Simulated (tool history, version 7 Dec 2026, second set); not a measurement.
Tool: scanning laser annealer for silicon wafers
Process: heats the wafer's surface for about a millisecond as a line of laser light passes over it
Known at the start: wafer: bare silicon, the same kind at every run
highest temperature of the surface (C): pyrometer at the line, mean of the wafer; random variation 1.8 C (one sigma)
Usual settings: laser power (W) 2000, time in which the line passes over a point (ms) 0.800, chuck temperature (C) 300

run	hour	laser power (W)	time in which the line passes over a point (ms)	chuck temperature (C)	highest temperature of the surface (C)
1	0.0	2000	0.800	300	997
2	25.5	2000	0.800	300	995
3	47.8	2000	0.800	300	995
4	62.4	2000	0.800	300	994
5	72.9	2000	0.800	300	997
6	93.9	2000	0.800	300	995
7	109.4	2000	0.800	300	992
# hour 131.8: optics aligned, line set to its width
8	132.4	2000	0.800	300	998
9	144.6	1896	0.800	300	960
10	165.0	2000	0.800	300	997
11	180.1	1773	0.800	300	917
12	201.2	1773	0.800	300	912
13	212.5	2000	0.800	300	1000
14	236.4	2000	0.800	300	997
15	255.6	2000	0.800	300	996
16	276.2	2000	0.800	300	995
17	292.6	2000	0.800	300	994
# hour 308.1: window over the wafer cleaned
18	319.1	2000	0.800	300	988
19	337.6	2000	0.800	331	1015
20	348.1	2000	0.800	331	1020
# hour 352.2: window over the wafer cleaned, once more
21	367.8	2000	0.800	331	1041
22	380.5	1856	0.684	294	902
23	405.9	1734	0.939	280	939
24	424.9	2121	0.718	280	987
25	441.2	2042	0.718	280	962
26	453.8	1926	0.945	322	1059
27	465.1	1926	0.945	322	1064
28	488.7	1798	0.898	300	966
29	513.5	1798	0.898	300	971
30	525.4	1798	0.898	300	963
31	540.7	2000	0.800	274	977
32	557.6	1972	0.808	272	972
33	578.3	1972	0.808	272	967
34	598.0	1972	0.808	272	968
35	618.5	1990	0.684	288	928
36	631.6	1990	0.684	288	936
37	646.9	1990	0.684	288	930
38	666.7	1990	0.574	273	859
39	691.9	2083	0.659	295	957
40	703.8	2083	0.659	270	930

Measured less the same run without the tool's hidden state. The same run-to-run variation is in both; the gauge's scatter may not be:
The hidden state here: light that passes the window, % of a clean one's; laser's true power over the reading, %; width of the line over the set one, %; drift of the gauge itself on peak_c, C.
run	highest temperature of the surface (C)
1	-18
2	-18
3	-20
4	-20
5	-20
6	-21
7	-21
8	-15
9	-14
10	-15
11	-14
12	-15
13	-17
14	-18
15	-19
16	-19
17	-20
18	-27
19	-28
20	-27
21	-5
22	-5
23	-5
24	-7
25	-7
26	-8
27	-9
28	-8
29	-10
30	-9
31	-11
32	-11
33	-12
34	-13
35	-12
36	-12
37	-13
38	-12
39	-15
40	-15
